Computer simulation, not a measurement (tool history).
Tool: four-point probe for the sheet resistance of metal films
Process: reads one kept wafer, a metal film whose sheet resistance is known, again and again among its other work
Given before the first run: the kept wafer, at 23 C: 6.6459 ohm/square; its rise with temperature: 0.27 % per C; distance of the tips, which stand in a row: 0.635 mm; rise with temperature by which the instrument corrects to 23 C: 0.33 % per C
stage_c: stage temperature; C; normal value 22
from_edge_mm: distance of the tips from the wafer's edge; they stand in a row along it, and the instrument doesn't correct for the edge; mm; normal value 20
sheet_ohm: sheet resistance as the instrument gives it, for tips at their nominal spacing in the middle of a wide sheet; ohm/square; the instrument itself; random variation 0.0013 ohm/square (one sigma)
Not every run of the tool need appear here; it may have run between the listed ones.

run 1 hour=0 | stage_c=22 from_edge_mm=20 | sheet_ohm=6.65085
run 2 hour=91.2 | stage_c=20 from_edge_mm=20 | sheet_ohm=6.662314
run 3 hour=147.7 | stage_c=22 from_edge_mm=6 | sheet_ohm=6.689046
run 4 hour=272 | stage_c=22 from_edge_mm=6 | sheet_ohm=6.688189
run 5 hour=350.1 | stage_c=22 from_edge_mm=34 | sheet_ohm=6.652524
run 6 hour=414.4 | stage_c=22 from_edge_mm=20 | sheet_ohm=6.653177
run 7 hour=471.2 | stage_c=22 from_edge_mm=20 | sheet_ohm=6.654183
run 8 hour=541.8 | stage_c=22 from_edge_mm=20 | sheet_ohm=6.652407
run 9 hour=643.3 | stage_c=34 from_edge_mm=20 | sheet_ohm=6.609493
run 10 hour=721.5 | stage_c=22 from_edge_mm=26 | sheet_ohm=6.649039
run 11 hour=786.9 | stage_c=22 from_edge_mm=26 | sheet_ohm=6.653618
run 12 hour=884.4 | stage_c=30 from_edge_mm=20 | sheet_ohm=6.624122
run 13 hour=992.8 | stage_c=27 from_edge_mm=69 | sheet_ohm=6.629974
run 14 hour=1095.4 | stage_c=30 from_edge_mm=20 | sheet_ohm=6.623445
run 15 hour=1165.1 | stage_c=26 from_edge_mm=20 | sheet_ohm=6.641098
run 16 hour=1238.8 | stage_c=34 from_edge_mm=27 | sheet_ohm=6.607157
run 17 hour=1299.2 | stage_c=19 from_edge_mm=29 | sheet_ohm=6.664066
-- hour=1314.7 stage's thermometer calibrated
run 18 hour=1393.9 | stage_c=19 from_edge_mm=29 | sheet_ohm=6.663511
run 19 hour=1506.9 | stage_c=32 from_edge_mm=6 | sheet_ohm=6.652274
run 20 hour=1618.1 | stage_c=29 from_edge_mm=11 | sheet_ohm=6.635023
run 21 hour=1677.7 | stage_c=32 from_edge_mm=6 | sheet_ohm=6.65236
run 22 hour=1781.6 | stage_c=32 from_edge_mm=6 | sheet_ohm=6.65089
run 23 hour=1900.4 | stage_c=21 from_edge_mm=70 | sheet_ohm=6.653147

Forecast each of these 3 alternatives for the next run:
run A hour=1998.1 | stage_c=30 from_edge_mm=70 | sheet_ohm=?
run B hour=1998.1 | stage_c=28 from_edge_mm=17 | sheet_ohm=?
run C hour=1998.1 | stage_c=22 from_edge_mm=4 | sheet_ohm=?

run=A sheet_ohm=6.6188
run=B sheet_ohm=6.630777
run=C sheet_ohm=6.741191
With the hidden condition removed and each run's random variation left untouched, the same runs would have given:
run=A sheet_ohm=6.619064
run=B sheet_ohm=6.631042
run=C sheet_ohm=6.741459
